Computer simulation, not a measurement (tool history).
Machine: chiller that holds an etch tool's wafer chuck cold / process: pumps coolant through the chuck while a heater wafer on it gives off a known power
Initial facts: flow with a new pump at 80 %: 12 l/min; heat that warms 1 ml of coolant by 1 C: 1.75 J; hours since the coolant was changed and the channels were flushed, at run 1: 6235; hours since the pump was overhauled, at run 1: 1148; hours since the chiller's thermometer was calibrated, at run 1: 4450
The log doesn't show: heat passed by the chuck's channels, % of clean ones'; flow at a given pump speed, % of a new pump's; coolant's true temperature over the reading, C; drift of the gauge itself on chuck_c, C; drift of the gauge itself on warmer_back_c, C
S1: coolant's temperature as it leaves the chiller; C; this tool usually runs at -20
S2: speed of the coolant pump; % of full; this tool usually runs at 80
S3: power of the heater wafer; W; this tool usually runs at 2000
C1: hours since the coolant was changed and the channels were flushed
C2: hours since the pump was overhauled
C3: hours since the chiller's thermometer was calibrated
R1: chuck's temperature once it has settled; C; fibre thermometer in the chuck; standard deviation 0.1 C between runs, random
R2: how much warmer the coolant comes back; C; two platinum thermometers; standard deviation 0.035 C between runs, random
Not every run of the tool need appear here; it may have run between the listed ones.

| run | hour | S1 | S2 | S3 | C1 | C2 | C3 | R1 | R2 |
|---|---|---|---|---|---|---|---|---|---|
| 1 | 0.0 | -20 | 80 | 2000 | 6235 | 1148 | 4450 | -2.2 | 5.75 |
| 2 | 28.2 | -20 | 69 | 2000 | 6263 | 1176 | 4478 | -0.5 | 6.68 |
| 3 | 72.7 | -20 | 69 | 2000 | 6308 | 1220 | 4523 | -0.6 | 6.67 |
| 4 | 108.6 | -16 | 80 | 2000 | 6344 | 1256 | 4559 | 1.8 | 5.78 |
| 5 | 144.5 | -16 | 80 | 2000 | 6380 | 1292 | 4595 | 1.9 | 5.79 |
| 6 | 179.2 | -16 | 80 | 2000 | 6414 | 1327 | 4629 | 1.9 | 5.78 |
| 7 | 242.3 | -16 | 80 | 2000 | 6477 | 1390 | 4692 | 1.8 | 5.75 |
| 8 | 269.3 | -16 | 80 | 2000 | 6504 | 1417 | 4719 | 1.8 | 5.83 |
| 9 | 297.6 | -26 | 80 | 2000 | 6533 | 1445 | 4748 | -8.3 | 5.76 |
| 10 | 347.1 | -20 | 80 | 1991 | 6582 | 1495 | 4797 | -2.3 | 5.79 |
| 11 | 378.1 | -20 | 80 | 1991 | 6613 | 1526 | 4828 | -2.0 | 5.76 |
| 12 | 407.0 | -20 | 80 | 1991 | 6642 | 1555 | 4857 | -2.1 | 5.78 |
| 13 | 457.9 | -20 | 80 | 1991 | 6693 | 1605 | 4908 | -2.2 | 5.82 |
| 14 | 500.7 | -20 | 70 | 2000 | 6736 | 1648 | 4951 | -0.7 | 6.57 |
|  | 534.8 | chiller's thermometer calibrated |
| 15 | 543.2 | -20 | 80 | 2000 | 6777 | 1690 | 8 | -1.4 | 5.81 |
| 16 | 594.3 | -20 | 94 | 2000 | 6829 | 1741 | 59 | -3.1 | 5.01 |
| 17 | 636.0 | -20 | 85 | 1718 | 6870 | 1783 | 101 | -4.5 | 4.73 |
| 18 | 687.8 | -19 | 60 | 1558 | 6922 | 1834 | 153 | -1.9 | 6.11 |
| 19 | 747.0 | -19 | 96 | 1558 | 6981 | 1894 | 212 | -5.8 | 3.81 |
| 20 | 810.7 | -19 | 96 | 1558 | 7045 | 1957 | 276 | -6.0 | 3.75 |
| 21 | 838.9 | -20 | 75 | 2000 | 7073 | 1985 | 304 | -0.5 | 6.20 |
| 22 | 892.2 | -20 | 74 | 1762 | 7126 | 2039 | 357 | -2.8 | 5.63 |
| 23 | 933.6 | -24 | 75 | 1349 | 7168 | 2080 | 399 | -10.9 | 4.16 |
| 24 | 995.3 | -24 | 75 | 1349 | 7230 | 2142 | 460 | -11.0 | 4.22 |
| 25 | 1062.2 | -22 | 82 | 2471 | 7296 | 2209 | 527 | 0.7 | 7.06 |
| 26 | 1091.1 | -19 | 85 | 1220 | 7325 | 2238 | 556 | -7.9 | 3.36 |
| 27 | 1156.8 | -28 | 97 | 1220 | 7391 | 2303 | 622 | -17.9 | 2.96 |
| 28 | 1207.6 | -17 | 73 | 2562 | 7442 | 2354 | 673 | 8.3 | 8.17 |
| 29 | 1273.8 | -17 | 98 | 2562 | 7508 | 2420 | 739 | 4.5 | 6.16 |
| 30 | 1328.6 | -29 | 71 | 1067 | 7563 | 2475 | 794 | -18.4 | 3.58 |
| 31 | 1364.6 | -29 | 71 | 1067 | 7599 | 2511 | 830 | -18.3 | 3.54 |
| 32 | 1396.6 | -20 | 93 | 1597 | 7631 | 2543 | 862 | -6.4 | 4.05 |

Below are 3 alternative next runs, each starting from the tool's condition after run 32. Predict each:
| A | 1425.4 | -20 | 71 | 1010 | 7660 | 2572 | 891 | ? | ? |
| B | 1425.4 | -17 | 60 | 2000 | 7660 | 2572 | 891 | ? | ? |
| C | 1425.4 | -20 | 79 | 2392 | 7660 | 2572 | 891 | ? | ? |

| run | R1 | R2 |
|---|---|---|
| A | -10.0 | 3.37 |
| B | 5.3 | 7.82 |
| C | 2.6 | 7.07 |
Without the tool's unlogged condition, the same runs would have read:
| run | R1 | R2 |
|---|---|---|
| A | -10.8 | 3.27 |
| B | 3.5 | 7.58 |
| C | 0.6 | 6.86 |

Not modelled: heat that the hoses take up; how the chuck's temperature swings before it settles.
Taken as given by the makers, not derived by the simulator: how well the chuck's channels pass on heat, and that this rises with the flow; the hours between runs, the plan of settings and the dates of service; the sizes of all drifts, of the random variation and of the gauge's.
